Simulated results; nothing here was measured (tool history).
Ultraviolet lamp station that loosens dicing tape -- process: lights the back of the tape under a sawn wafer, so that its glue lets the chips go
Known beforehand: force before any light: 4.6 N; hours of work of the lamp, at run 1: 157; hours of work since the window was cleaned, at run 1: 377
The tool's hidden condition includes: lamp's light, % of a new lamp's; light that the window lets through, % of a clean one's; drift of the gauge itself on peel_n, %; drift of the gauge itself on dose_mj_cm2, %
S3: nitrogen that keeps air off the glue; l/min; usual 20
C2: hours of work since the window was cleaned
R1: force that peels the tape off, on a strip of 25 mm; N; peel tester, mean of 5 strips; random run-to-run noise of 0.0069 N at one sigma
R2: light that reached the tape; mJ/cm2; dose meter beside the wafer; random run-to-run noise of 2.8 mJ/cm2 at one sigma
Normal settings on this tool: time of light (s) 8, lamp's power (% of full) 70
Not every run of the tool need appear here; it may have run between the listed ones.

run 1 day=0.000 | time_of_light_(s)=8 lamp's_power_(%_of_full)=70 S3=20 | hours_of_work_of_the_lamp=157 C2=377 | R1=0.292 R2=342
run 2 day=1.058 | time_of_light_(s)=8 lamp's_power_(%_of_full)=62 S3=20 | hours_of_work_of_the_lamp=169 C2=389 | R1=0.375 R2=304
run 3 day=1.838 | time_of_light_(s)=8 lamp's_power_(%_of_full)=62 S3=20 | hours_of_work_of_the_lamp=179 C2=399 | R1=0.356 R2=301
run 4 day=2.900 | time_of_light_(s)=8 lamp's_power_(%_of_full)=62 S3=20 | hours_of_work_of_the_lamp=191 C2=411 | R1=0.378 R2=301
run 5 day=3.654 | time_of_light_(s)=8 lamp's_power_(%_of_full)=62 S3=20 | hours_of_work_of_the_lamp=200 C2=420 | R1=0.365 R2=293
run 6 day=4.246 | time_of_light_(s)=8 lamp's_power_(%_of_full)=70 S3=15 | hours_of_work_of_the_lamp=207 C2=427 | R1=0.354 R2=340
run 7 day=5.583 | time_of_light_(s)=8 lamp's_power_(%_of_full)=70 S3=15 | hours_of_work_of_the_lamp=223 C2=443 | R1=0.372 R2=330
run 8 day=6.250 | time_of_light_(s)=8 lamp's_power_(%_of_full)=70 S3=15 | hours_of_work_of_the_lamp=231 C2=451 | R1=0.392 R2=329
run 9 day=6.921 | time_of_light_(s)=8 lamp's_power_(%_of_full)=70 S3=7 | hours_of_work_of_the_lamp=239 C2=459 | R1=0.617 R2=327
run 10 day=7.533 | time_of_light_(s)=8 lamp's_power_(%_of_full)=84 S3=20 | hours_of_work_of_the_lamp=246 C2=466 | R1=0.241 R2=395
run 11 day=8.229 | time_of_light_(s)=9 lamp's_power_(%_of_full)=70 S3=20 | hours_of_work_of_the_lamp=254 C2=474 | R1=0.259 R2=366
run 12 day=9.150 | time_of_light_(s)=9 lamp's_power_(%_of_full)=70 S3=20 | hours_of_work_of_the_lamp=265 C2=485 | R1=0.269 R2=363
run 13 day=10.512 | time_of_light_(s)=9 lamp's_power_(%_of_full)=70 S3=20 | hours_of_work_of_the_lamp=281 C2=501 | R1=0.285 R2=366
run 14 day=11.308 | time_of_light_(s)=8 lamp's_power_(%_of_full)=70 S3=20 | hours_of_work_of_the_lamp=291 C2=511 | R1=0.336 R2=322
run 15 day=12.008 | time_of_light_(s)=8 lamp's_power_(%_of_full)=70 S3=20 | hours_of_work_of_the_lamp=299 C2=519 | R1=0.343 R2=315
run 16 day=13.346 | time_of_light_(s)=8 lamp's_power_(%_of_full)=94 S3=20 | hours_of_work_of_the_lamp=315 C2=535 | R1=0.227 R2=423
run 17 day=14.504 | time_of_light_(s)=8 lamp's_power_(%_of_full)=70 S3=20 | hours_of_work_of_the_lamp=329 C2=549 | R1=0.363 R2=308
run 18 day=15.808 | time_of_light_(s)=5 lamp's_power_(%_of_full)=70 S3=20 | hours_of_work_of_the_lamp=344 C2=564 | R1=0.776 R2=193
run 19 day=16.729 | time_of_light_(s)=8 lamp's_power_(%_of_full)=70 S3=20 | hours_of_work_of_the_lamp=355 C2=575 | R1=0.360 R2=304
run 20 day=17.933 | time_of_light_(s)=8 lamp's_power_(%_of_full)=70 S3=28 | hours_of_work_of_the_lamp=369 C2=589 | R1=0.290 R2=305
-- day=18.071 window cleaned of glue's vapour
run 21 day=19.121 | time_of_light_(s)=8 lamp's_power_(%_of_full)=70 S3=28 | hours_of_work_of_the_lamp=383 C2=12 | R1=0.366 R2=266
run 22 day=20.308 | time_of_light_(s)=8 lamp's_power_(%_of_full)=70 S3=28 | hours_of_work_of_the_lamp=397 C2=27 | R1=0.361 R2=269
run 23 day=20.988 | time_of_light_(s)=8 lamp's_power_(%_of_full)=70 S3=28 | hours_of_work_of_the_lamp=405 C2=35 | R1=0.384 R2=270
-- day=21.692 window cleaned of glue's vapour, once more
run 24 day=21.942 | time_of_light_(s)=8 lamp's_power_(%_of_full)=70 S3=28 | hours_of_work_of_the_lamp=416 C2=3 | R1=0.259 R2=345
run 25 day=22.633 | time_of_light_(s)=5 lamp's_power_(%_of_full)=61 S3=10 | hours_of_work_of_the_lamp=425 C2=11 | R1=1.147 R2=188
run 26 day=23.875 | time_of_light_(s)=7 lamp's_power_(%_of_full)=63 S3=9 | hours_of_work_of_the_lamp=439 C2=26 | R1=0.710 R2=265
run 27 day=24.462 | time_of_light_(s)=7 lamp's_power_(%_of_full)=63 S3=30 | hours_of_work_of_the_lamp=446 C2=33 | R1=0.353 R2=268
run 28 day=25.288 | time_of_light_(s)=8 lamp's_power_(%_of_full)=94 S3=9 | hours_of_work_of_the_lamp=456 C2=43 | R1=0.325 R2=453
run 29 day=25.958 | time_of_light_(s)=15 lamp's_power_(%_of_full)=70 S3=20 | hours_of_work_of_the_lamp=464 C2=51 | R1=0.182 R2=630
run 30 day=26.992 | time_of_light_(s)=7 lamp's_power_(%_of_full)=70 S3=12 | hours_of_work_of_the_lamp=476 C2=63 | R1=0.545 R2=293
run 31 day=28.042 | time_of_light_(s)=6 lamp's_power_(%_of_full)=70 S3=20 | hours_of_work_of_the_lamp=489 C2=75 | R1=0.507 R2=250
run 32 day=29.292 | time_of_light_(s)=6 lamp's_power_(%_of_full)=70 S3=20 | hours_of_work_of_the_lamp=504 C2=90 | R1=0.509 R2=247
run 33 day=29.925 | time_of_light_(s)=6 lamp's_power_(%_of_full)=79 S3=20 | hours_of_work_of_the_lamp=511 C2=98 | R1=0.427 R2=277
run 34 day=30.938 | time_of_light_(s)=9 lamp's_power_(%_of_full)=64 S3=12 | hours_of_work_of_the_lamp=523 C2=110 | R1=0.426 R2=331
run 35 day=31.642 | time_of_light_(s)=9 lamp's_power_(%_of_full)=71 S3=8 | hours_of_work_of_the_lamp=532 C2=118 | R1=0.489 R2=366
run 36 day=32.567 | time_of_light_(s)=8 lamp's_power_(%_of_full)=70 S3=36 | hours_of_work_of_the_lamp=542 C2=129 | R1=0.247 R2=319
run 37 day=33.712 | time_of_light_(s)=8 lamp's_power_(%_of_full)=95 S3=19 | hours_of_work_of_the_lamp=556 C2=143 | R1=0.224 R2=427
run 38 day=34.938 | time_of_light_(s)=6 lamp's_power_(%_of_full)=95 S3=16 | hours_of_work_of_the_lamp=571 C2=157 | R1=0.378 R2=321
run 39 day=35.675 | time_of_light_(s)=6 lamp's_power_(%_of_full)=73 S3=16 | hours_of_work_of_the_lamp=579 C2=166 | R1=0.605 R2=241
run 40 day=36.283 | time_of_light_(s)=8 lamp's_power_(%_of_full)=70 S3=9 | hours_of_work_of_the_lamp=587 C2=173 | R1=0.570 R2=312
run 41 day=37.300 | time_of_light_(s)=7 lamp's_power_(%_of_full)=70 S3=13 | hours_of_work_of_the_lamp=599 C2=185 | R1=0.575 R2=270
run 42 day=38.262 | time_of_light_(s)=6 lamp's_power_(%_of_full)=96 S3=8 | hours_of_work_of_the_lamp=610 C2=197 | R1=0.601 R2=315
run 43 day=39.196 | time_of_light_(s)=6 lamp's_power_(%_of_full)=96 S3=8 | hours_of_work_of_the_lamp=621 C2=208 | R1=0.639 R2=315

Branching from run 43: 4 alternative next runs. What would each branch give?
run A day=40.571 | time_of_light_(s)=5 lamp's_power_(%_of_full)=70 S3=20 | hours_of_work_of_the_lamp=637 C2=224 | R1=? R2=?
run B day=40.571 | time_of_light_(s)=6 lamp's_power_(%_of_full)=88 S3=16 | hours_of_work_of_the_lamp=637 C2=224 | R1=? R2=?
run C day=40.571 | time_of_light_(s)=5 lamp's_power_(%_of_full)=87 S3=8 | hours_of_work_of_the_lamp=637 C2=224 | R1=? R2=?
run D day=40.571 | time_of_light_(s)=16 lamp's_power_(%_of_full)=70 S3=11 | hours_of_work_of_the_lamp=637 C2=224 | R1=? R2=?

run=A R1=0.849 R2=186
run=B R1=0.462 R2=285
run=C R1=0.948 R2=234
run=D R1=0.204 R2=602
What these runs would have given with no unlogged condition in the tool:
run=A R1=0.522 R2=252
run=B R1=0.282 R2=383
run=C R1=0.596 R2=315
run=D R1=0.178 R2=811

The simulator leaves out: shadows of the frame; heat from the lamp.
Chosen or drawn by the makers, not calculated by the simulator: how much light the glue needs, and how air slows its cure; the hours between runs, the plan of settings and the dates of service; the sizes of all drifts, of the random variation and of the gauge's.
